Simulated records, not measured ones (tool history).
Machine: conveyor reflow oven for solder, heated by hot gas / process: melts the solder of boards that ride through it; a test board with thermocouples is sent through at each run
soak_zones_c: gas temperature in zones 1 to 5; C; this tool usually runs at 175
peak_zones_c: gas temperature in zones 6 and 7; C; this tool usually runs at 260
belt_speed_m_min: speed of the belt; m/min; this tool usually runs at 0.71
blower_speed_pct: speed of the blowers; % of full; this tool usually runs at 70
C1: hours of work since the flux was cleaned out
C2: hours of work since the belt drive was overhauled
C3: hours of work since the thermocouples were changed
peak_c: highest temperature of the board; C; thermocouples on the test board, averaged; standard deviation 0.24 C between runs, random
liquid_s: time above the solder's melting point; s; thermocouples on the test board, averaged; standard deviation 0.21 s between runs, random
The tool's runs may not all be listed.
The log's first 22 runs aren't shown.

{"run": 23, "hour": 289.2, "soak_zones_c": 164, "peak_zones_c": 260, "belt_speed_m_min": 0.723, "blower_speed_pct": 70, "C1": 170, "C2": 433, "C3": 701, "peak_c": 241, "liquid_s": 32.7}
{"run": 24, "hour": 302.3, "soak_zones_c": 164, "peak_zones_c": 260, "belt_speed_m_min": 0.723, "blower_speed_pct": 70, "C1": 176, "C2": 439, "C3": 707, "peak_c": 241.3, "liquid_s": 33.2}
{"run": 25, "hour": 314.6, "soak_zones_c": 175, "peak_zones_c": 253, "belt_speed_m_min": 0.71, "blower_speed_pct": 70, "C1": 182, "C2": 444, "C3": 713, "peak_c": 238, "liquid_s": 34.5}
{"run": 26, "hour": 330.2, "soak_zones_c": 164, "peak_zones_c": 260, "belt_speed_m_min": 0.584, "blower_speed_pct": 70, "C1": 189, "C2": 452, "C3": 720, "peak_c": 247.9, "liquid_s": 49}
{"run": 27, "hour": 339.5, "soak_zones_c": 164, "peak_zones_c": 260, "belt_speed_m_min": 0.584, "blower_speed_pct": 70, "C1": 194, "C2": 456, "C3": 725, "peak_c": 248, "liquid_s": 49.1}
{"run": 28, "hour": 356.6, "soak_zones_c": 164, "peak_zones_c": 271, "belt_speed_m_min": 0.584, "blower_speed_pct": 70, "C1": 202, "C2": 464, "C3": 733, "peak_c": 257.9, "liquid_s": 55.5}
{"run": 29, "hour": 372.6, "soak_zones_c": 164, "peak_zones_c": 271, "belt_speed_m_min": 0.584, "blower_speed_pct": 54, "C1": 209, "C2": 472, "C3": 740, "peak_c": 254, "liquid_s": 52}
{"run": 30, "hour": 381.0, "soak_zones_c": 177, "peak_zones_c": 268, "belt_speed_m_min": 0.71, "blower_speed_pct": 54, "C1": 213, "C2": 476, "C3": 744, "peak_c": 247.1, "liquid_s": 40.9}
{"run": 31, "hour": 390.5, "soak_zones_c": 177, "peak_zones_c": 268, "belt_speed_m_min": 0.71, "blower_speed_pct": 54, "C1": 218, "C2": 480, "C3": 749, "peak_c": 246.8, "liquid_s": 40.5}

Predict each of these 3 candidate next runs independently; none follows another, all start after run 31:
{"run": "A", "hour": 400.5, "soak_zones_c": 177, "peak_zones_c": 260, "belt_speed_m_min": 0.612, "blower_speed_pct": 76, "C1": 222, "C2": 485, "C3": 753, "peak_c": "?", "liquid_s": "?"}
{"run": "B", "hour": 400.5, "soak_zones_c": 177, "peak_zones_c": 268, "belt_speed_m_min": 0.611, "blower_speed_pct": 54, "C1": 222, "C2": 485, "C3": 753, "peak_c": "?", "liquid_s": "?"}
{"run": "C", "hour": 400.5, "soak_zones_c": 177, "peak_zones_c": 268, "belt_speed_m_min": 0.71, "blower_speed_pct": 84, "C1": 222, "C2": 485, "C3": 753, "peak_c": "?", "liquid_s": "?"}

run=A peak_c=249.6 liquid_s=51.6
run=B peak_c=252.2 liquid_s=52.1
run=C peak_c=253.4 liquid_s=46.3
With the hidden condition removed and each run's random variation left untouched, the same runs would have given:
run=A peak_c=249.7 liquid_s=51.7
run=B peak_c=252.3 liquid_s=52.1
run=C peak_c=253.5 liquid_s=46.4

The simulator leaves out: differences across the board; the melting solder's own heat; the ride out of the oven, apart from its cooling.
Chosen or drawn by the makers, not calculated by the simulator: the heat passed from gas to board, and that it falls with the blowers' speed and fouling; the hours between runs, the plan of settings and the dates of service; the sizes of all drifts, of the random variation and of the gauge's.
